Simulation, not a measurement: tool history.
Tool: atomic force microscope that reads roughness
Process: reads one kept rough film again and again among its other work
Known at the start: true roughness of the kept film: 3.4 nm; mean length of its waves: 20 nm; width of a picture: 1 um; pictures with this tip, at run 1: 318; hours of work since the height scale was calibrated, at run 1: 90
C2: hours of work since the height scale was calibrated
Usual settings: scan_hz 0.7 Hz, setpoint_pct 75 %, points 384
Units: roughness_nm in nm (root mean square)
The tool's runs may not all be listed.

Run 1, hour 0: usual settings; pictures with this tip 318; C2 90. Result: roughness_nm 1.557 nm (root mean square).
At hour 16.9: new tip fitted.
Run 2, hour 19.3: usual settings but scan_hz 0.874 Hz; pictures with this tip 3; C2 99. Result: roughness_nm 2.586 nm (root mean square).
Run 3, hour 39.9: usual settings but scan_hz 0.874 Hz; pictures with this tip 30; C2 108. Result: roughness_nm 2.431 nm (root mean square).
Run 4, hour 57.2: usual settings but scan_hz 3.513 Hz; pictures with this tip 52; C2 116. Result: roughness_nm 2.089 nm (root mean square).
Run 5, hour 73.1: usual settings but scan_hz 3.513 Hz; pictures with this tip 73; C2 123. Result: roughness_nm 2.031 nm (root mean square).
Run 6, hour 100.6: usual settings but scan_hz 3.513 Hz, setpoint_pct 57 %; pictures with this tip 109; C2 135. Result: roughness_nm 2.081 nm (root mean square).
Run 7, hour 125.7: usual settings but scan_hz 3.513 Hz, setpoint_pct 57 %; pictures with this tip 142; C2 147. Result: roughness_nm 1.951 nm (root mean square).
Run 8, hour 149.5: usual settings but scan_hz 3.513 Hz, setpoint_pct 57 %; pictures with this tip 173; C2 157. Result: roughness_nm 1.864 nm (root mean square).
Run 9, hour 172.5: usual settings but scan_hz 3.513 Hz, setpoint_pct 57 %; pictures with this tip 203; C2 168. Result: roughness_nm 1.787 nm (root mean square).
Run 10, hour 185.3: usual settings but points 691; pictures with this tip 220; C2 173. Result: roughness_nm 1.807 nm (root mean square).
Run 11, hour 203.9: usual settings but setpoint_pct 82 %; pictures with this tip 244; C2 182. Result: roughness_nm 1.7 nm (root mean square).
Run 12, hour 217.7: usual settings but setpoint_pct 82 %; pictures with this tip 263; C2 188. Result: roughness_nm 1.665 nm (root mean square).
Run 13, hour 235.4: usual settings but setpoint_pct 57 %; pictures with this tip 286; C2 196. Result: roughness_nm 1.66 nm (root mean square).
Run 14, hour 255: usual settings but setpoint_pct 57 %; pictures with this tip 311; C2 205. Result: roughness_nm 1.619 nm (root mean square).
At hour 276.8: new tip fitted.
Run 15, hour 282.5: usual settings but setpoint_pct 57 %; pictures with this tip 8; C2 217. Result: roughness_nm 2.635 nm (root mean square).
Run 16, hour 298: usual settings but setpoint_pct 57 %; pictures with this tip 28; C2 224. Result: roughness_nm 2.523 nm (root mean square).
Run 17, hour 315.7: usual settings but setpoint_pct 57 %; pictures with this tip 51; C2 232. Result: roughness_nm 2.416 nm (root mean square).
Run 18, hour 343.2: usual settings but setpoint_pct 57 %; pictures with this tip 87; C2 244. Result: roughness_nm 2.265 nm (root mean square).
Run 19, hour 355.9: usual settings but setpoint_pct 57 %; pictures with this tip 104; C2 250. Result: roughness_nm 2.208 nm (root mean square).
Run 20, hour 373.8: usual settings but setpoint_pct 57 %; pictures with this tip 127; C2 258. Result: roughness_nm 2.107 nm (root mean square).
Run 21, hour 402.7: usual settings but scan_hz 1.491 Hz, setpoint_pct 57 %; pictures with this tip 165; C2 271. Result: roughness_nm 1.957 nm (root mean square).
Run 22, hour 416.3: usual settings but scan_hz 1.491 Hz, setpoint_pct 57 %; pictures with this tip 183; C2 277. Result: roughness_nm 1.919 nm (root mean square).
Run 23, hour 443.9: usual settings but points 604; pictures with this tip 219; C2 289. Result: roughness_nm 1.819 nm (root mean square).
Run 24, hour 461.3: usual settings but points 604; pictures with this tip 242; C2 297. Result: roughness_nm 1.763 nm (root mean square).
Run 25, hour 486.1: usual settings but points 604; pictures with this tip 274; C2 308. Result: roughness_nm 1.689 nm (root mean square).
Run 26, hour 499.7: usual settings but points 604; pictures with this tip 292; C2 314. Result: roughness_nm 1.661 nm (root mean square).
Run 27, hour 512.9: usual settings but scan_hz 0.611 Hz, setpoint_pct 61 %, points 604; pictures with this tip 309; C2 320. Result: roughness_nm 1.643 nm (root mean square).
Run 28, hour 531.1: usual settings but setpoint_pct 76 %, points 927; pictures with this tip 333; C2 328. Result: roughness_nm 1.578 nm (root mean square).
At hour 538.5: new tip fitted.
Run 29, hour 559.7: usual settings but setpoint_pct 76 %, points 927; pictures with this tip 28; C2 341. Result: roughness_nm 2.504 nm (root mean square).
Run 30, hour 579.5: usual settings but scan_hz 1.843 Hz, setpoint_pct 70 %, points 366; pictures with this tip 54; C2 350. Result: roughness_nm 2.293 nm (root mean square).
Run 31, hour 609.6: usual settings but scan_hz 3.096 Hz, setpoint_pct 60 %, points 906; pictures with this tip 93; C2 363. Result: roughness_nm 2.173 nm (root mean square).
Run 32, hour 623.7: usual settings but scan_hz 3.096 Hz, setpoint_pct 67 %, points 906; pictures with this tip 112; C2 369. Result: roughness_nm 2.048 nm (root mean square).
Run 33, hour 648: usual settings but scan_hz 3.096 Hz, setpoint_pct 67 %, points 906; pictures with this tip 144; C2 380. Result: roughness_nm 1.935 nm (root mean square).
Run 34, hour 675.2: usual settings but scan_hz 2.374 Hz, setpoint_pct 69 %, points 891; pictures with this tip 179; C2 393. Result: roughness_nm 1.856 nm (root mean square).
Run 35, hour 694.2: usual settings but scan_hz 2.374 Hz, setpoint_pct 69 %, points 891; pictures with this tip 204; C2 401. Result: roughness_nm 1.778 nm (root mean square).
Run 36, hour 716.7: usual settings but scan_hz 1.048 Hz, setpoint_pct 67 %, points 528; pictures with this tip 234; C2 411. Result: roughness_nm 1.774 nm (root mean square).
Run 37, hour 743: usual settings but scan_hz 1.705 Hz, points 363; pictures with this tip 268; C2 423. Result: roughness_nm 1.596 nm (root mean square).
Run 38, hour 760.1: usual settings but scan_hz 1.705 Hz, points 363; pictures with this tip 290; C2 431. Result: roughness_nm 1.563 nm (root mean square).
Run 39, hour 778.5: usual settings but scan_hz 1.705 Hz, points 363; pictures with this tip 314; C2 439. Result: roughness_nm 1.524 nm (root mean square).
At hour 798.7: new tip fitted.
Run 40, hour 804.7: usual settings but scan_hz 0.61 Hz, points 638; pictures with this tip 8; C2 450. Result: roughness_nm 2.596 nm (root mean square).
Run 41, hour 835.4: usual settings but scan_hz 0.61 Hz, points 638; pictures with this tip 48; C2 464. Result: roughness_nm 2.408 nm (root mean square).
Run 42, hour 849.8: usual settings but scan_hz 0.61 Hz, points 638; pictures with this tip 67; C2 471. Result: roughness_nm 2.31 nm (root mean square).
Run 43, hour 865.4: usual settings but scan_hz 2.881 Hz; pictures with this tip 87; C2 478. Result: roughness_nm 2.001 nm (root mean square).
Run 44, hour 895.7: usual settings but scan_hz 0.677 Hz; pictures with this tip 127; C2 491. Result: roughness_nm 2.036 nm (root mean square).
Run 45, hour 919.3: usual settings but scan_hz 2.738 Hz, setpoint_pct 73 %, points 673; pictures with this tip 158; C2 502. Result: roughness_nm 1.828 nm (root mean square).
Run 46, hour 942.4: usual settings but scan_hz 3.523 Hz, setpoint_pct 73 %, points 673; pictures with this tip 188; C2 512. Result: roughness_nm 1.707 nm (root mean square).
Run 47, hour 966.4: usual settings but scan_hz 3.523 Hz, setpoint_pct 73 %, points 673; pictures with this tip 220; C2 523. Result: roughness_nm 1.64 nm (root mean square).
Run 48, hour 985: usual settings but scan_hz 3.523 Hz, setpoint_pct 73 %, points 673; pictures with this tip 244; C2 531. Result: roughness_nm 1.576 nm (root mean square).
Run 49, hour 998.8: usual settings but scan_hz 3.523 Hz, setpoint_pct 73 %, points 673; pictures with this tip 262; C2 537. Result: roughness_nm 1.546 nm (root mean square).
Run 50, hour 1027.8: usual settings but setpoint_pct 84 %; pictures with this tip 300; C2 550. Result: roughness_nm 1.582 nm (root mean square).
Run 51, hour 1052.5: usual settings but setpoint_pct 84 %; pictures with this tip 332; C2 562. Result: roughness_nm 1.511 nm (root mean square).
At hour 1057.9: new tip fitted.
Run 52, hour 1066: usual settings but scan_hz 0.764 Hz, setpoint_pct 58 %, points 613; pictures with this tip 10; C2 567. Result: roughness_nm 2.657 nm (root mean square).

4 ways to go on from here, each from the tool as it stands after run 52. What would each give?
Run A, hour 1096.3: usual settings but scan_hz 1.098 Hz, points 319; pictures with this tip 50; C2 581. Result: roughness_nm ?.
Run B, hour 1096.3: usual settings but scan_hz 1.19 Hz, setpoint_pct 65 %, points 302; pictures with this tip 50; C2 581. Result: roughness_nm ?.
Run C, hour 1096.3: usual settings but setpoint_pct 78 %, points 895; pictures with this tip 50; C2 581. Result: roughness_nm ?.
Run D, hour 1096.3: usual settings but scan_hz 3.634 Hz; pictures with this tip 50; C2 581. Result: roughness_nm ?.

run  roughness_nm
  A         2.334
  B         2.385
  C         2.412
  D         2.139
Without the tool's hidden state the same runs would have given:
run  roughness_nm
  A         2.564
  B         2.619
  C         2.648
  D         2.349
